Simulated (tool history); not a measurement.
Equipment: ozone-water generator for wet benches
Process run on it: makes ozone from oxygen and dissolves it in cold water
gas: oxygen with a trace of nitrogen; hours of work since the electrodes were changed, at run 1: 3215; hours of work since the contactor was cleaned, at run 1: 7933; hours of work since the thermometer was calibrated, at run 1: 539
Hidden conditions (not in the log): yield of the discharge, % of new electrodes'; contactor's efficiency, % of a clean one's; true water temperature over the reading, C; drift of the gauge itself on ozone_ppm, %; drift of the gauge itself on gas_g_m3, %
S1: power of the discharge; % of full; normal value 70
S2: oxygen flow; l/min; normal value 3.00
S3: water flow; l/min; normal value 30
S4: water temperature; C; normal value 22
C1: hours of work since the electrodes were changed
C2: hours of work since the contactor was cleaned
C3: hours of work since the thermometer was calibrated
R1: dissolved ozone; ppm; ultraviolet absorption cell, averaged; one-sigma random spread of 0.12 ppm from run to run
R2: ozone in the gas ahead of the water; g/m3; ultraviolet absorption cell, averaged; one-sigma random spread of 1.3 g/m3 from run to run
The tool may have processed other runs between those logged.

Run 1, day 0.000: usual settings; C1 3215; C2 7933; C3 539. Result: R1 9.1 ppm, R2 235.4 g/m3.
Run 2, day 3.383: usual settings; C1 3283; C2 8000; C3 607. Result: R1 9.2 ppm, R2 234.6 g/m3.
Run 3, day 6.392: usual settings; C1 3344; C2 8061; C3 667. Result: R1 9.1 ppm, R2 234.6 g/m3.
Run 4, day 8.321: usual settings; C1 3383; C2 8100; C3 706. Result: R1 9.4 ppm, R2 233.7 g/m3.
Run 5, day 12.038: usual settings; C1 3457; C2 8174; C3 780. Result: R1 9.1 ppm, R2 232.2 g/m3.
Run 6, day 15.308: usual settings but S4 15 C; C1 3523; C2 8240; C3 846. Result: R1 9.8 ppm, R2 234.5 g/m3.
Run 7, day 19.329: usual settings but S3 29 l/min; C1 3604; C2 8321; C3 927. Result: R1 9.7 ppm, R2 232.4 g/m3.
Run 8, day 22.054: usual settings; C1 3658; C2 8375; C3 982. Result: R1 9.2 ppm, R2 233.0 g/m3.
Run 9, day 26.796: usual settings but S2 3.65 l/min; C1 3754; C2 8471; C3 1077. Result: R1 9.2 ppm, R2 204.4 g/m3.
Run 10, day 29.033: usual settings but S2 3.65 l/min; C1 3799; C2 8516; C3 1122. Result: R1 9.2 ppm, R2 204.8 g/m3.
At day 31.388: contactor cleaned.
Run 11, day 32.175: usual settings but S2 3.65 l/min; C1 3858; C2 16; C3 1181. Result: R1 9.2 ppm, R2 203.4 g/m3.
Run 12, day 36.579: usual settings but S2 3.65 l/min; C1 3947; C2 104; C3 1270. Result: R1 9.1 ppm, R2 205.3 g/m3.
Run 13, day 40.075: usual settings but S3 24 l/min; C1 4017; C2 174; C3 1340. Result: R1 11.6 ppm, R2 233.1 g/m3.
At day 40.975: contactor cleaned, once more.
Run 14, day 44.117: usual settings but S3 24 l/min; C1 4095; C2 63; C3 1418. Result: R1 12.0 ppm, R2 230.7 g/m3.
Run 15, day 46.179: usual settings but S3 24 l/min; C1 4136; C2 105; C3 1459. Result: R1 12.2 ppm, R2 230.9 g/m3.
Run 16, day 49.696: usual settings but S3 47 l/min; C1 4207; C2 175; C3 1530. Result: R1 5.3 ppm, R2 232.4 g/m3.
Run 17, day 54.133: usual settings but S3 47 l/min; C1 4296; C2 264; C3 1619. Result: R1 5.4 ppm, R2 232.2 g/m3.
Run 18, day 56.108: usual settings but S1 62 % of full, S2 1.76 l/min, S3 40 l/min, S4 26 C; C1 4336; C2 304; C3 1659. Result: R1 5.5 ppm, R2 302.0 g/m3.
Run 19, day 60.375: usual settings but S1 64 % of full, S2 1.76 l/min, S3 38 l/min, S4 20 C; C1 4421; C2 390; C3 1745. Result: R1 6.3 ppm, R2 309.6 g/m3.
Run 20, day 65.125: usual settings but S1 73 % of full, S2 2.07 l/min; C1 4517; C2 485; C3 1840. Result: R1 9.4 ppm, R2 304.8 g/m3.
Run 21, day 68.046: usual settings but S1 55 % of full, S2 2.63 l/min, S3 44 l/min, S4 21 C; C1 4575; C2 544; C3 1899. Result: R1 4.9 ppm, R2 212.4 g/m3.
Run 22, day 71.712: usual settings but S1 55 % of full, S2 2.63 l/min, S3 44 l/min, S4 21 C; C1 4649; C2 617; C3 1972. Result: R1 4.9 ppm, R2 212.4 g/m3.
Run 23, day 76.004: usual settings but S1 55 % of full, S2 2.63 l/min, S3 44 l/min, S4 21 C; C1 4735; C2 704; C3 2059. Result: R1 5.2 ppm, R2 212.6 g/m3.
Run 24, day 79.558: usual settings but S1 75 % of full, S2 1.63 l/min, S3 21 l/min, S4 21 C; C1 4807; C2 775; C3 2130. Result: R1 14.1 ppm, R2 361.1 g/m3.
Run 25, day 84.129: usual settings but S1 75 % of full, S2 1.63 l/min, S3 21 l/min, S4 21 C; C1 4899; C2 867; C3 2222. Result: R1 14.3 ppm, R2 361.9 g/m3.
Run 26, day 86.429: usual settings but S1 75 % of full, S2 1.63 l/min, S3 21 l/min, S4 21 C; C1 4945; C2 913; C3 2268. Result: R1 14.2 ppm, R2 365.2 g/m3.
Run 27, day 89.238: usual settings but S1 43 % of full, S2 2.81 l/min, S3 32 l/min, S4 16 C; C1 5001; C2 969; C3 2324. Result: R1 6.4 ppm, R2 167.9 g/m3.
Run 28, day 91.196: usual settings but S2 2.31 l/min, S3 21 l/min; C1 5040; C2 1009; C3 2364. Result: R1 13.9 ppm, R2 274.5 g/m3.
Run 29, day 95.258: usual settings but S1 61 % of full, S2 1.55 l/min, S3 26 l/min, S4 18 C; C1 5122; C2 1090; C3 2445. Result: R1 9.4 ppm, R2 322.0 g/m3.
Run 30, day 97.804: usual settings but S1 98 % of full, S2 3.84 l/min, S3 26 l/min, S4 18 C; C1 5173; C2 1142; C3 2496. Result: R1 14.8 ppm, R2 250.6 g/m3.
Run 31, day 102.392: usual settings but S1 98 % of full, S2 5.25 l/min, S3 22 l/min, S4 18 C; C1 5265; C2 1234; C3 2589. Result: R1 17.3 ppm, R2 200.7 g/m3.

Table of differences, measured result less the result of that run with no hidden state. Run-to-run variation is the same in both. Gauge scatter possibly is not:
run    R1     R2
  1  -0.7   -7.0
  2  -0.7   -7.0
  3  -0.7   -7.2
  4  -0.7   -7.3
  5  -0.7   -7.5
  6  -0.8   -7.6
  7  -0.7   -7.7
  8  -0.8   -7.9
  9  -0.8   -7.2
 10  -0.8   -7.2
 11  -0.9   -7.4
 12  -0.9   -7.6
 13  -1.1   -8.7
 14  -0.5   -8.8
 15  -0.5   -8.9
 16  -0.3   -9.2
 17  -0.2   -9.4
 18  -0.2  -11.3
 19  -0.2  -12.1
 20  -0.4  -13.5
 21  -0.2   -7.5
 22  -0.2   -7.7
 23  -0.2   -7.8
 24  -0.8  -17.5
 25  -0.7  -17.9
 26  -0.8  -18.2
 27  -0.2   -5.1
 28  -0.7  -13.3
 29  -0.4  -14.2
 30  -1.1  -15.6
 31  -1.2  -12.9
